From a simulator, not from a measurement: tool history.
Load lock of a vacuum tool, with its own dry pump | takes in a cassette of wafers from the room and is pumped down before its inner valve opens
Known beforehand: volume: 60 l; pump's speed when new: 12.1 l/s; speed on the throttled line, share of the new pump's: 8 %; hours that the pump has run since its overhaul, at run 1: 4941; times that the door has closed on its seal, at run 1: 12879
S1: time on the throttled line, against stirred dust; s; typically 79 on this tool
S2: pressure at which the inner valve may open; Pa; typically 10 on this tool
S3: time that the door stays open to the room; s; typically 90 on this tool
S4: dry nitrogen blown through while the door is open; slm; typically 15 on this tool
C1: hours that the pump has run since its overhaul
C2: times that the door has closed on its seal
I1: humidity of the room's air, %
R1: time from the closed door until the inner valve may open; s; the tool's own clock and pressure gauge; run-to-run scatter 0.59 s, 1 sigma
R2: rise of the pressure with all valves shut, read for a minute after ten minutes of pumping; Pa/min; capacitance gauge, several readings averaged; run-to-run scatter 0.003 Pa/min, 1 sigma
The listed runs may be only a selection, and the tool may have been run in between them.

{"run": 1, "hour": 0.0, "S1": 79, "S2": 10, "S3": 90, "S4": 15, "C1": 4941, "C2": 12879, "I1": 46.8, "R1": 121.7, "R2": 0.107}
{"run": 2, "hour": 411.7, "S1": 79, "S2": 10, "S3": 90, "S4": 15, "C1": 5353, "C2": 14518, "I1": 44.2, "R1": 121.6, "R2": 0.105}
{"run": 3, "hour": 969.9, "S1": 79, "S2": 10, "S3": 90, "S4": 15, "C1": 5911, "C2": 16741, "I1": 42.7, "R1": 122.8, "R2": 0.117}
{"run": 4, "hour": 1249.8, "S1": 79, "S2": 10, "S3": 90, "S4": 15, "C1": 6191, "C2": 17855, "I1": 44.8, "R1": 122.4, "R2": 0.119}
{"run": 5, "hour": 1787.4, "S1": 125, "S2": 10, "S3": 90, "S4": 15, "C1": 6728, "C2": 19996, "I1": 46.7, "R1": 164.9, "R2": 0.129}
{"run": 6, "hour": 2290.5, "S1": 79, "S2": 10, "S3": 90, "S4": 15, "C1": 7232, "C2": 21999, "I1": 45.9, "R1": 123.4, "R2": 0.144}
{"run": 7, "hour": 2762.6, "S1": 79, "S2": 10, "S3": 90, "S4": 15, "C1": 7704, "C2": 23879, "I1": 42.9, "R1": 122.7, "R2": 0.154}
{"run": 8, "hour": 3038.3, "S1": 79, "S2": 10, "S3": 184, "S4": 15, "C1": 7979, "C2": 24977, "I1": 46.8, "R1": 122.4, "R2": 0.192}
{"run": 9, "hour": 3495.2, "S1": 79, "S2": 12, "S3": 168, "S4": 15, "C1": 8436, "C2": 26796, "I1": 46.9, "R1": 122.2, "R2": 0.203}
{"run": 10, "hour": 4092.0, "S1": 79, "S2": 12, "S3": 168, "S4": 8, "C1": 9033, "C2": 29172, "I1": 46.1, "R1": 122.7, "R2": 0.232}
{"run": 11, "hour": 4632.8, "S1": 49, "S2": 10, "S3": 45, "S4": 8, "C1": 9574, "C2": 31325, "I1": 43.6, "R1": 96.9, "R2": 0.199}
{"run": 12, "hour": 5081.0, "S1": 140, "S2": 9, "S3": 45, "S4": 8, "C1": 10022, "C2": 33110, "I1": 45.5, "R1": 179.3, "R2": 0.203}
{"run": 13, "hour": 5338.9, "S1": 156, "S2": 10, "S3": 182, "S4": 15, "C1": 10280, "C2": 34137, "I1": 44.4, "R1": 193.3, "R2": 0.253}

Each row is a separate what-if for the run after 13, all from the same tool condition, not one after another. Results?
{"run": "A", "hour": 5637.3, "S1": 105, "S2": 10, "S3": 220, "S4": 15, "C1": 10578, "C2": 35325, "I1": 41, "R1": "?", "R2": "?"}
{"run": "B", "hour": 5637.3, "S1": 151, "S2": 10, "S3": 113, "S4": 15, "C1": 10578, "C2": 35325, "I1": 46.8, "R1": "?", "R2": "?"}
{"run": "C", "hour": 5637.3, "S1": 156, "S2": 13, "S3": 59, "S4": 4, "C1": 10578, "C2": 35325, "I1": 46, "R1": "?", "R2": "?"}

run=A R1=148.2 R2=0.275
run=B R1=190.8 R2=0.235
run=C R1=192.9 R2=0.242
The same runs, with their run-to-run variation unchanged, on a tool lacking any hidden condition would have given:
run=A R1=141.8 R2=0.087
run=B R1=185 R2=0.052
run=C R1=187.6 R2=0.054
